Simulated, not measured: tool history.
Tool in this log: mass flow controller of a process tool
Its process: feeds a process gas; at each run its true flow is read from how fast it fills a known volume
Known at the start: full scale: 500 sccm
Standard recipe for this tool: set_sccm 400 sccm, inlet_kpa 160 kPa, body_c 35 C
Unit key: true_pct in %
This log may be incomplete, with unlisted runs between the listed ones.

run	hour	set_sccm	inlet_kpa	body_c	true_pct
1	0.0	400	160	35	99.70
2	66.1	400	160	35	99.47
3	182.2	245	160	35	98.37
4	288.3	400	154	35	99.32
5	407.3	400	154	35	99.27
6	496.8	400	213	35	99.18
7	570.5	400	213	35	99.34
8	643.0	400	213	35	99.09
9	739.8	230	160	35	97.73
10	861.9	400	228	35	99.16
# hour 874.3: controller's zero set anew
11	922.6	400	228	24	98.03
12	1038.0	400	228	24	98.00
13	1146.3	400	228	24	98.06
14	1277.0	400	228	24	97.90
15	1383.4	400	228	24	97.74
16	1524.6	115	228	24	94.62
# hour 1563.0: controller's zero set anew, once more
17	1596.8	400	278	35	98.83
18	1723.9	400	278	35	98.77
19	1837.9	125	150	38	96.77
20	1942.8	180	187	28	96.40
21	2076.8	180	187	28	96.26
22	2171.9	180	187	28	96.17
23	2247.5	180	187	28	96.12
24	2310.7	180	187	28	96.08
25	2393.9	111	193	35	95.71
26	2471.8	63	160	27	94.04
27	2574.0	81	161	25	94.10
28	2687.1	143	159	36	95.73
29	2759.2	400	262	28	97.43
30	2834.2	400	262	28	97.42
31	2910.1	168	271	38	96.28
32	2994.2	183	249	20	95.01
33	3114.0	183	249	20	94.87

Some steps in true_pct between neighbouring runs. How much of each would the tool show without its hidden state too (settings, what came in, random variation), and how much is left for the hidden state, with any gauge scatter that isn't in both results?
Hidden state at play: flow at rest that the sensor doesn't see, % of full scale; true flow over the shown one, %; drift of the gauge itself on true_pct, %.
Run 15 -> 16: set_sccm 400 -> 115. true_pct -3.12 %: hidden state -1.36, all else -1.76.
Run 16 -> 17: set_sccm 115 -> 400, inlet_kpa 228 -> 278, body_c 24 -> 35, controller's zero set anew, once more. true_pct +4.21 %: hidden state +1.64, all else +2.57.
Run 18 -> 19: set_sccm 400 -> 125, inlet_kpa 278 -> 150, body_c 35 -> 38. true_pct -2.00 %: hidden state -0.40, all else -1.60.
Run 25 -> 26: set_sccm 111 -> 63, inlet_kpa 193 -> 160, body_c 35 -> 27. true_pct -1.67 %: hidden state -0.82, all else -0.85.
